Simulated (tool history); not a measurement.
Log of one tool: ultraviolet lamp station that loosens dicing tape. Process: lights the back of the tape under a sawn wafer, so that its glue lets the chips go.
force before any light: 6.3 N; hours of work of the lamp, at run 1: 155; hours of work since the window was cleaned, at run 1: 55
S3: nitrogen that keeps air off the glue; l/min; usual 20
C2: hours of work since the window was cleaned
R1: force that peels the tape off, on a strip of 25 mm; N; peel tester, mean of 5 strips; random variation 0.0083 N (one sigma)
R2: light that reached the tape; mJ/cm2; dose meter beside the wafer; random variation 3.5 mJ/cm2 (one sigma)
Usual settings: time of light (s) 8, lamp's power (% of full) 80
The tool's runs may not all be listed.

run 1 day=0 | time_of_light_(s)=8 lamp's_power_(%_of_full)=80 S3=20 | hours_of_work_of_the_lamp=155 C2=55 | R1=0.363 R2=537
run 2 day=0.225 | time_of_light_(s)=6 lamp's_power_(%_of_full)=80 S3=20 | hours_of_work_of_the_lamp=158 C2=58 | R1=0.601 R2=401
run 3 day=0.388 | time_of_light_(s)=6 lamp's_power_(%_of_full)=77 S3=20 | hours_of_work_of_the_lamp=161 C2=61 | R1=0.615 R2=387
run 4 day=0.642 | time_of_light_(s)=6 lamp's_power_(%_of_full)=78 S3=20 | hours_of_work_of_the_lamp=164 C2=64 | R1=0.627 R2=395
run 5 day=1.025 | time_of_light_(s)=6 lamp's_power_(%_of_full)=78 S3=20 | hours_of_work_of_the_lamp=169 C2=69 | R1=0.636 R2=390
run 6 day=1.325 | time_of_light_(s)=6 lamp's_power_(%_of_full)=78 S3=20 | hours_of_work_of_the_lamp=173 C2=73 | R1=0.626 R2=389
run 7 day=1.529 | time_of_light_(s)=6 lamp's_power_(%_of_full)=78 S3=20 | hours_of_work_of_the_lamp=176 C2=76 | R1=0.641 R2=394
run 8 day=1.829 | time_of_light_(s)=6 lamp's_power_(%_of_full)=78 S3=20 | hours_of_work_of_the_lamp=181 C2=80 | R1=0.637 R2=387
run 9 day=2.212 | time_of_light_(s)=8 lamp's_power_(%_of_full)=80 S3=20 | hours_of_work_of_the_lamp=186 C2=86 | R1=0.38 R2=541
run 10 day=2.383 | time_of_light_(s)=8 lamp's_power_(%_of_full)=80 S3=20 | hours_of_work_of_the_lamp=188 C2=88 | R1=0.366 R2=529
run 11 day=2.65 | time_of_light_(s)=8 lamp's_power_(%_of_full)=80 S3=20 | hours_of_work_of_the_lamp=192 C2=92 | R1=0.378 R2=529
run 12 day=2.954 | time_of_light_(s)=8 lamp's_power_(%_of_full)=80 S3=22 | hours_of_work_of_the_lamp=196 C2=96 | R1=0.369 R2=533
run 13 day=3.271 | time_of_light_(s)=8 lamp's_power_(%_of_full)=80 S3=22 | hours_of_work_of_the_lamp=200 C2=100 | R1=0.365 R2=529
run 14 day=3.462 | time_of_light_(s)=8 lamp's_power_(%_of_full)=76 S3=20 | hours_of_work_of_the_lamp=203 C2=103 | R1=0.409 R2=506
run 15 day=3.658 | time_of_light_(s)=8 lamp's_power_(%_of_full)=76 S3=20 | hours_of_work_of_the_lamp=206 C2=106 | R1=0.4 R2=499
run 16 day=4.004 | time_of_light_(s)=8 lamp's_power_(%_of_full)=80 S3=20 | hours_of_work_of_the_lamp=211 C2=110 | R1=0.382 R2=525
run 17 day=4.229 | time_of_light_(s)=8 lamp's_power_(%_of_full)=80 S3=20 | hours_of_work_of_the_lamp=214 C2=114 | R1=0.378 R2=527
run 18 day=4.567 | time_of_light_(s)=5 lamp's_power_(%_of_full)=85 S3=15 | hours_of_work_of_the_lamp=218 C2=118 | R1=0.869 R2=345
run 19 day=4.783 | time_of_light_(s)=12 lamp's_power_(%_of_full)=67 S3=13 | hours_of_work_of_the_lamp=221 C2=121 | R1=0.298 R2=665
run 20 day=5.033 | time_of_light_(s)=12 lamp's_power_(%_of_full)=67 S3=13 | hours_of_work_of_the_lamp=225 C2=125 | R1=0.306 R2=653
run 21 day=5.417 | time_of_light_(s)=12 lamp's_power_(%_of_full)=67 S3=13 | hours_of_work_of_the_lamp=230 C2=130 | R1=0.318 R2=652
run 22 day=5.692 | time_of_light_(s)=7 lamp's_power_(%_of_full)=68 S3=26 | hours_of_work_of_the_lamp=234 C2=134 | R1=0.597 R2=390
run 23 day=6.042 | time_of_light_(s)=12 lamp's_power_(%_of_full)=68 S3=28 | hours_of_work_of_the_lamp=239 C2=139 | R1=0.267 R2=658
run 24 day=6.329 | time_of_light_(s)=12 lamp's_power_(%_of_full)=68 S3=28 | hours_of_work_of_the_lamp=243 C2=143 | R1=0.263 R2=659
run 25 day=6.692 | time_of_light_(s)=8 lamp's_power_(%_of_full)=83 S3=6 | hours_of_work_of_the_lamp=248 C2=148 | R1=0.594 R2=535
run 26 day=6.946 | time_of_light_(s)=11 lamp's_power_(%_of_full)=83 S3=34 | hours_of_work_of_the_lamp=251 C2=151 | R1=0.223 R2=735
run 27 day=7.242 | time_of_light_(s)=9 lamp's_power_(%_of_full)=97 S3=18 | hours_of_work_of_the_lamp=255 C2=155 | R1=0.265 R2=701
run 28 day=7.558 | time_of_light_(s)=9 lamp's_power_(%_of_full)=97 S3=18 | hours_of_work_of_the_lamp=260 C2=160 | R1=0.264 R2=698
run 29 day=7.717 | time_of_light_(s)=9 lamp's_power_(%_of_full)=97 S3=18 | hours_of_work_of_the_lamp=262 C2=162 | R1=0.252 R2=702
run 30 day=8.05 | time_of_light_(s)=9 lamp's_power_(%_of_full)=97 S3=18 | hours_of_work_of_the_lamp=266 C2=166 | R1=0.274 R2=700
run 31 day=8.279 | time_of_light_(s)=8 lamp's_power_(%_of_full)=80 S3=6 | hours_of_work_of_the_lamp=270 C2=170 | R1=0.659 R2=518
run 32 day=8.529 | time_of_light_(s)=8 lamp's_power_(%_of_full)=95 S3=20 | hours_of_work_of_the_lamp=273 C2=173 | R1=0.314 R2=607
run 33 day=8.788 | time_of_light_(s)=5 lamp's_power_(%_of_full)=95 S3=20 | hours_of_work_of_the_lamp=277 C2=177 | R1=0.695 R2=374

3 ways to go on from here, each from the tool as it stands after run 33. What would each give?
run A day=9.058 | time_of_light_(s)=8 lamp's_power_(%_of_full)=81 S3=20 | hours_of_work_of_the_lamp=280 C2=180 | R1=? R2=?
run B day=9.058 | time_of_light_(s)=16 lamp's_power_(%_of_full)=89 S3=33 | hours_of_work_of_the_lamp=280 C2=180 | R1=? R2=?
run C day=9.058 | time_of_light_(s)=5 lamp's_power_(%_of_full)=78 S3=20 | hours_of_work_of_the_lamp=280 C2=180 | R1=? R2=?

run=A R1=0.39 R2=511
run=B R1=0.205 R2=1131
run=C R1=0.95 R2=314
Without the tool's hidden state the same runs would have given:
run=A R1=0.327 R2=574
run=B R1=0.204 R2=1270
run=C R1=0.78 R2=352
